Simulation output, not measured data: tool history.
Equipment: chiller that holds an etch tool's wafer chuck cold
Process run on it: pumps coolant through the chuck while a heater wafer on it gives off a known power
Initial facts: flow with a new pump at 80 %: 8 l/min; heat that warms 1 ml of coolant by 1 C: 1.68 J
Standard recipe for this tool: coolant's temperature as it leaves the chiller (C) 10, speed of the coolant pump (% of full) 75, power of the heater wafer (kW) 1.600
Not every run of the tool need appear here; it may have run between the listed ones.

run    hour  coolant's temperature as it leaves the chiller (C)  speed of the coolant pump (% of full)  power of the heater wafer (kW)  chuck's temperature once it has settled (C)  how much warmer the coolant comes back (C)
  1     0.0                                                  10                                     75                           1.600                                         24.7                                        7.79
  2   100.8                                                  10                                     75                           1.600                                         24.8                                        7.71
  3   210.9                                                  10                                     75                           1.876                                         27.4                                        9.20
  4   284.3                                                  10                                     70                           1.600                                         25.9                                        8.47
  5   399.8                                                  10                                     70                           1.600                                         26.1                                        8.48
  6   474.8                                                  10                                     70                           1.600                                         26.2                                        8.52
  7   528.2                                                  10                                     70                           0.938                                         19.4                                        4.99
  8   594.2                                                  10                                     70                           0.938                                         19.7                                        5.06
  9   669.7                                                  10                                     70                           0.938                                         19.7                                        4.99
 10   721.1                                                   7                                     70                           0.938                                         16.8                                        5.09
 11   780.8                                                   7                                     70                           0.938                                         16.8                                        4.99
 12   882.7                                                   7                                     70                           0.938                                         17.0                                        5.04
 13   995.9                                                   7                                     70                           0.938                                         17.1                                        5.01
 14  1049.6                                                  10                                     75                           1.600                                         25.9                                        8.04
 15  1106.2                                                  10                                     75                           1.600                                         25.9                                        8.12
 16  1190.8                                                  10                                     85                           1.600                                         24.6                                        7.11
 17  1269.3                                                  10                                     85                           1.600                                         24.4                                        7.14
 18  1379.5                                                  10                                     85                           1.600                                         24.4                                        7.16
 19  1447.6                                                   3                                     78                           1.600                                         18.8                                        7.84
 20  1510.3                                                  16                                     78                           0.851                                         24.8                                        4.20
 21  1574.1                                                  13                                     87                           0.857                                         21.0                                        3.84
 22  1634.3                                                  12                                     66                           1.971                                         34.7                                       11.55
 23  1695.0                                                  19                                     64                           1.250                                         34.0                                        7.60
 24  1766.6                                                   1                                     72                           0.817                                         10.2                                        4.47
 25  1837.2                                                  10                                     82                           2.283                                         31.8                                       10.75
 26  1909.0                                                  12                                     96                           1.750                                         26.7                                        7.07
 27  1987.9                                                   0                                     73                           1.600                                         17.4                                        8.47
 28  2069.6                                                  10                                     95                           1.600                                         23.8                                        6.52
 29  2174.4                                                  10                                     95                           1.371                                         22.2                                        5.58
 30  2287.9                                                  10                                     95                           1.371                                         22.4                                        5.65
     2350.8  -- chiller's thermometer calibrated
 31  2354.4                                                  18                                     78                           1.600                                         34.1                                        8.09
 32  2441.3                                                  18                                     91                           1.600                                         32.1                                        6.95

Consider 4 possible next runs. They are alternatives, not a sequence: every one starts from the tool as it was left by run 32. What does each give?
  A  2546.8                                                   2                                     71                           0.832                                            ?                                           ?
  B  2546.8                                                  10                                     75                           1.822                                            ?                                           ?
  C  2546.8                                                   3                                     99                           1.025                                            ?                                           ?
  D  2546.8                                                  18                                     87                           1.600                                            ?                                           ?

run  chuck's temperature once it has settled (C)  how much warmer the coolant comes back (C)
  A                                         11.3                                        4.68
  B                                         29.4                                        9.66
  C                                         11.7                                        4.11
  D                                         32.9                                        7.25
The same runs, with their run-to-run variation unchanged, on a tool lacking any hidden condition would have given:
run  chuck's temperature once it has settled (C)  how much warmer the coolant comes back (C)
  A                                          9.6                                        4.20
  B                                         26.0                                        8.66
  C                                         10.1                                        3.69
  D                                         30.2                                        6.50

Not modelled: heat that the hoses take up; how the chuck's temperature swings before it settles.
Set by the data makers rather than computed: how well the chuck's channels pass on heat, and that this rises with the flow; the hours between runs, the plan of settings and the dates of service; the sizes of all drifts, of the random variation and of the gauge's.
